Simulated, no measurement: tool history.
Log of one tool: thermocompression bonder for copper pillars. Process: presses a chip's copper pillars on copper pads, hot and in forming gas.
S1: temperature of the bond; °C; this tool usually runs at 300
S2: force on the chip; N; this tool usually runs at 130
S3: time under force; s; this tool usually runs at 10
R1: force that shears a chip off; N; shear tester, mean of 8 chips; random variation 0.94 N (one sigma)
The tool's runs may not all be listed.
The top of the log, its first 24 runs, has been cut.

run 25 day=60.838 | S1=300 S2=130 S3=9 | R1=69.2
-- day=63.100 forming gas filter changed
run 26 day=63.450 | S1=300 S2=130 S3=9 | R1=77.6
run 27 day=66.617 | S1=300 S2=95 S3=9 | R1=55.7
run 28 day=69.821 | S1=300 S2=95 S3=9 | R1=54.8
run 29 day=73.542 | S1=300 S2=95 S3=9 | R1=53.2
run 30 day=75.667 | S1=326 S2=147 S3=13 | R1=107.0
run 31 day=79.200 | S1=285 S2=112 S3=13 | R1=59.2
run 32 day=82.708 | S1=286 S2=168 S3=10 | R1=73.5
-- day=84.288 forming gas filter changed
run 33 day=86.325 | S1=286 S2=168 S3=10 | R1=82.7
run 34 day=90.083 | S1=284 S2=170 S3=6 | R1=68.3
run 35 day=93.725 | S1=300 S2=161 S3=24 | R1=106.9
-- day=96.067 heater calibrated with a thermocouple chip
run 36 day=97.250 | S1=300 S2=161 S3=24 | R1=101.5
run 37 day=99.008 | S1=326 S2=161 S3=24 | R1=114.4
run 38 day=101.892 | S1=326 S2=161 S3=24 | R1=112.8
-- day=105.375 forming gas filter changed
run 39 day=105.521 | S1=326 S2=161 S3=8 | R1=106.0

Predict each of these 3 candidate next runs independently; none follows another, all start after run 39:
run A day=107.471 | S1=326 S2=137 S3=8 | R1=?
run B day=107.471 | S1=326 S2=89 S3=11 | R1=?
run C day=107.471 | S1=319 S2=89 S3=25 | R1=?

run=A R1=93.0
run=B R1=72.5
run=C R1=84.5
Without the tool's unlogged condition, the same runs would have read:
run=A R1=99.8
run=B R1=79.2
run=C R1=91.2

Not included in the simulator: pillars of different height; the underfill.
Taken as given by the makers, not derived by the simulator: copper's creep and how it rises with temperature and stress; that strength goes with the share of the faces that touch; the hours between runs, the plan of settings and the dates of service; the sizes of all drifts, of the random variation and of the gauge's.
